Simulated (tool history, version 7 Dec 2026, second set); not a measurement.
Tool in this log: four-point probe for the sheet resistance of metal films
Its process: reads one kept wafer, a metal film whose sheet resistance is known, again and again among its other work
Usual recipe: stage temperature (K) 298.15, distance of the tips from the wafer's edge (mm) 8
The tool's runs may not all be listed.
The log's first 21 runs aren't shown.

run	hour	stage temperature (K)	distance of the tips from the wafer's edge (mm)	touches since the probe head was changed	hours of work since the stage's thermometer was calibrated	sheet resistance as the instrument gives it (ohm/square)
22	1680.7	298.15	53	95562	442	0.056187
23	1783.2	298.15	53	98512	485	0.056206
24	1841.5	298.15	53	100191	510	0.056189
25	1908.6	306.15	13	102122	538	0.056249
26	1982	294.15	4	104234	570	0.056659
27	2083.7	303.15	14	107161	613	0.056245
28	2183.3	296.15	8	110029	655	0.056285
29	2263.3	303.15	14	112332	689	0.05623
30	2364	304.15	11	115231	732	0.056264
31	2415	293.15	11	116698	753	0.056231
# hour 2440: new probe head fitted
32	2492	304.15	11	1499	786	0.05629
33	2576.7	304.15	11	3936	822	0.05628
34	2660.3	305.15	4	6342	857	0.056688
35	2738.7	305.15	4	8600	890	0.056694
36	2825.5	304.15	5	11098	927	0.056529
37	2918.6	298.15	5	13776	967	0.056508
38	3009.4	298.15	5	16391	1005	0.056503
39	3115.9	298.15	21	19457	1051	0.056221
40	3209.7	298.15	21	22155	1090	0.056238
41	3264.7	297.15	34	23739	1114	0.056184
42	3334.5	291.15	40	25747	1143	0.056199
43	3431	291.15	20	28525	1184	0.056214
44	3546.3	305.15	43	31844	1233	0.056235
45	3597	305.15	43	33304	1255	0.05622
46	3685.7	301.15	53	35858	1293	0.056203

Predict each of these 3 candidate next runs independently; none follows another, all start after run 46:
A	3784.4	294.15	39	38697	1334	?
B	3784.4	298.15	40	38697	1334	?
C	3784.4	304.15	23	38697	1334	?

run	sheet resistance as the instrument gives it (ohm/square)
A	0.056209
B	0.056211
C	0.05623
The same runs, with their run-to-run variation unchanged, on a tool lacking any hidden condition would have given:
run	sheet resistance as the instrument gives it (ohm/square)
A	0.056209
B	0.056211
C	0.05623

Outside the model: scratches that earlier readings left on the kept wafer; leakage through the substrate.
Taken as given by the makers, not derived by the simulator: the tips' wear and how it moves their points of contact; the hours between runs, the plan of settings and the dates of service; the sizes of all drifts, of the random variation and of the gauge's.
